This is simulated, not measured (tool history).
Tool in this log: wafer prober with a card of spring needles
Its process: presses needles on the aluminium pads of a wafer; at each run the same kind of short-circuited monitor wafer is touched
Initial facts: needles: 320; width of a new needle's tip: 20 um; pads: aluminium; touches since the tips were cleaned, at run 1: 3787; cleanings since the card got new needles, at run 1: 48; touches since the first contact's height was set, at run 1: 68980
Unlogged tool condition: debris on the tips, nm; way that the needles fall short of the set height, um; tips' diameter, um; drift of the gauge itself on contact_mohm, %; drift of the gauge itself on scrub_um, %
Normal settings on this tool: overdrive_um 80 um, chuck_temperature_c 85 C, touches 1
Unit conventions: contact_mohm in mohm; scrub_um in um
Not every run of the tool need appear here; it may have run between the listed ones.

| run | day | overdrive_um | chuck_temperature_c | touches | touches since the tips were cleaned | cleanings since the card got new needles | touches since the first contact's height was set | contact_mohm | scrub_um |
|---|---|---|---|---|---|---|---|---|---|
| 1 | 0.000 | 80 | 85 | 1 | 3787 | 48 | 68980 | 195 | 19.84 |
|  | 0.225 | tips cleaned on abrasive film |
|  | 0.671 | tips cleaned on abrasive film |
|  | 1.112 | tips cleaned on abrasive film |
| 2 | 1.338 | 80 | 85 | 1 | 2744 | 51 | 85306 | 192 | 20.14 |
|  | 1.558 | tips cleaned on abrasive film |
|  | 2.004 | tips cleaned on abrasive film |
|  | 2.446 | tips cleaned on abrasive film |
| 3 | 2.604 | 80 | 85 | 2 | 1913 | 54 | 100779 | 192 | 19.89 |
|  | 2.938 | tips cleaned on abrasive film |
|  | 3.488 | tips cleaned on abrasive film |
|  | 4.042 | tips cleaned on abrasive film |
| 4 | 4.225 | 80 | 85 | 2 | 2263 | 57 | 120657 | 195 | 19.98 |
|  | 4.562 | tips cleaned on abrasive film |
|  | 5.004 | tips cleaned on abrasive film |
|  | 5.450 | tips cleaned on abrasive film |
|  | 6.004 | tips cleaned on abrasive film |
| 5 | 6.225 | 78 | 85 | 1 | 2702 | 61 | 145090 | 196 | 19.45 |
|  | 6.558 | tips cleaned on abrasive film |
|  | 7.112 | tips cleaned on abrasive film |
|  | 7.667 | tips cleaned on abrasive film |
| 6 | 7.712 | 78 | 85 | 1 | 565 | 64 | 163284 | 195 | 19.54 |
|  | 8.154 | tips cleaned on abrasive film |
|  | 8.600 | tips cleaned on abrasive film |
|  | 9.154 | tips cleaned on abrasive film |
| 7 | 9.446 | 80 | 85 | 2 | 3602 | 67 | 184542 | 192 | 19.92 |
|  | 9.671 | tips cleaned on abrasive film |
|  | 10.117 | tips cleaned on abrasive film |
| 8 | 10.525 | 80 | 85 | 2 | 5040 | 69 | 197732 | 196 | 19.83 |
|  | 10.638 | tips cleaned on abrasive film |
|  | 11.192 | tips cleaned on abrasive film |
|  | 11.638 | tips cleaned on abrasive film |
|  | 12.079 | tips cleaned on abrasive film |
|  | 12.525 | tips cleaned on abrasive film |
|  | 13.038 | tips cleaned on abrasive film |
| 9 | 13.038 | 80 | 85 | 2 | 0 | 75 | 228415 | 199 | 19.80 |
|  | 13.479 | tips cleaned on abrasive film |
|  | 13.604 | height of the first contact set anew |
|  | 13.938 | tips cleaned on abrasive film |
|  | 14.492 | tips cleaned on abrasive film |
|  | 14.938 | tips cleaned on abrasive film |
| 10 | 15.117 | 80 | 85 | 2 | 2227 | 79 | 18525 | 196 | 20.01 |
|  | 15.454 | tips cleaned on abrasive film |
|  | 15.896 | tips cleaned on abrasive film |
|  | 16.446 | tips cleaned on abrasive film |
|  | 16.892 | tips cleaned on abrasive film |
| 11 | 17.079 | 80 | 85 | 2 | 2343 | 83 | 42536 | 193 | 19.86 |
|  | 17.417 | tips cleaned on abrasive film |
|  | 17.858 | tips cleaned on abrasive film |
|  | 18.412 | tips cleaned on abrasive film |
|  | 18.967 | tips cleaned on abrasive film |
| 12 | 19.004 | 80 | 85 | 1 | 440 | 87 | 66032 | 193 | 19.91 |
|  | 19.446 | tips cleaned on abrasive film |
|  | 19.996 | tips cleaned on abrasive film |
|  | 20.442 | tips cleaned on abrasive film |
|  | 20.888 | tips cleaned on abrasive film |
| 13 | 21.321 | 80 | 85 | 1 | 5349 | 91 | 94419 | 197 | 19.99 |
|  | 21.433 | tips cleaned on abrasive film |
|  | 21.879 | tips cleaned on abrasive film |
|  | 22.325 | tips cleaned on abrasive film |
|  | 22.875 | tips cleaned on abrasive film |
| 14 | 22.983 | 80 | 85 | 2 | 1337 | 95 | 114760 | 196 | 19.81 |
|  | 23.429 | tips cleaned on abrasive film |
|  | 23.979 | tips cleaned on abrasive film |
|  | 24.533 | tips cleaned on abrasive film |
|  | 24.979 | tips cleaned on abrasive film |
| 15 | 25.396 | 84 | 60 | 1 | 5157 | 99 | 144306 | 191 | 20.69 |
|  | 25.512 | tips cleaned on abrasive film |
|  | 25.954 | tips cleaned on abrasive film |
|  | 26.400 | tips cleaned on abrasive film |
| 16 | 26.475 | 84 | 60 | 1 | 913 | 102 | 157443 | 189 | 20.87 |
|  | 26.921 | tips cleaned on abrasive film |
|  | 27.362 | tips cleaned on abrasive film |
| 17 | 27.750 | 98 | 85 | 1 | 4771 | 104 | 173081 | 190 | 24.60 |
|  | 27.867 | tips cleaned on abrasive film |
|  | 28.308 | tips cleaned on abrasive film |
|  | 28.858 | tips cleaned on abrasive film |
|  | 29.304 | tips cleaned on abrasive film |
| 18 | 29.708 | 67 | 51 | 2 | 4999 | 108 | 197016 | 191 | 16.76 |
|  | 29.817 | tips cleaned on abrasive film |
|  | 30.371 | tips cleaned on abrasive film |
|  | 30.929 | tips cleaned on abrasive film |
| 19 | 31.217 | 67 | 51 | 2 | 3561 | 111 | 215471 | 192 | 16.69 |
|  | 31.442 | tips cleaned on abrasive film |
|  | 31.996 | tips cleaned on abrasive film |
|  | 32.546 | tips cleaned on abrasive film |
|  | 32.775 | height of the first contact set anew |
|  | 33.000 | tips cleaned on abrasive film |
|  | 33.554 | tips cleaned on abrasive film |
| 20 | 33.829 | 67 | 51 | 2 | 3384 | 116 | 12891 | 193 | 16.58 |
|  | 34.054 | tips cleaned on abrasive film |
|  | 34.608 | tips cleaned on abrasive film |
|  | 35.050 | tips cleaned on abrasive film |
| 21 | 35.154 | 67 | 51 | 2 | 1245 | 119 | 29055 | 191 | 16.60 |
|  | 35.596 | tips cleaned on abrasive film |
|  | 36.042 | tips cleaned on abrasive film |
|  | 36.488 | tips cleaned on abrasive film |
|  | 37.042 | tips cleaned on abrasive film |
|  | 37.592 | tips cleaned on abrasive film |
| 22 | 37.592 | 80 | 43 | 1 | 0 | 124 | 58876 | 184 | 19.92 |
|  | 38.038 | tips cleaned on abrasive film |
|  | 38.592 | tips cleaned on abrasive film |
| 23 | 38.983 | 75 | 57 | 1 | 4873 | 126 | 75968 | 190 | 18.53 |
|  | 39.100 | tips cleaned on abrasive film |
|  | 39.542 | tips cleaned on abrasive film |
|  | 40.092 | tips cleaned on abrasive film |
|  | 40.538 | tips cleaned on abrasive film |
|  | 40.983 | tips cleaned on abrasive film |
| 24 | 41.154 | 75 | 57 | 1 | 2149 | 131 | 102495 | 191 | 18.60 |
|  | 41.492 | tips cleaned on abrasive film |
|  | 41.933 | tips cleaned on abrasive film |
|  | 42.379 | tips cleaned on abrasive film |
| 25 | 42.608 | 63 | 38 | 2 | 2826 | 134 | 120262 | 191 | 15.69 |
|  | 42.833 | tips cleaned on abrasive film |
|  | 43.275 | tips cleaned on abrasive film |
|  | 43.721 | tips cleaned on abrasive film |
| 26 | 43.900 | 63 | 38 | 2 | 2215 | 137 | 136051 | 190 | 15.64 |
|  | 44.233 | tips cleaned on abrasive film |
|  | 44.679 | tips cleaned on abrasive film |
| 27 | 44.975 | 60 | 92 | 1 | 3684 | 139 | 149210 | 206 | 15.02 |

3 ways to go on from here, each from the tool as it stands after run 27. What would each give?
|  | 45.200 | tips cleaned on abrasive film |
|  | 45.646 | tips cleaned on abrasive film |
| A | 46.062 | 95 | 58 | 1 | 5167 | 141 | 162527 | ? | ? |
|  | 45.200 | tips cleaned on abrasive film |
|  | 45.646 | tips cleaned on abrasive film |
| B | 46.062 | 80 | 32 | 1 | 5167 | 141 | 162527 | ? | ? |
|  | 45.200 | tips cleaned on abrasive film |
|  | 45.646 | tips cleaned on abrasive film |
| C | 46.062 | 60 | 57 | 1 | 5167 | 141 | 162527 | ? | ? |

| run | contact_mohm | scrub_um |
|---|---|---|
| A | 183 | 23.81 |
| B | 181 | 20.06 |
| C | 200 | 14.81 |
Without the tool's hidden state the same runs would have given:
| run | contact_mohm | scrub_um |
|---|---|---|
| A | 183 | 23.81 |
| B | 181 | 20.06 |
| C | 199 | 14.81 |
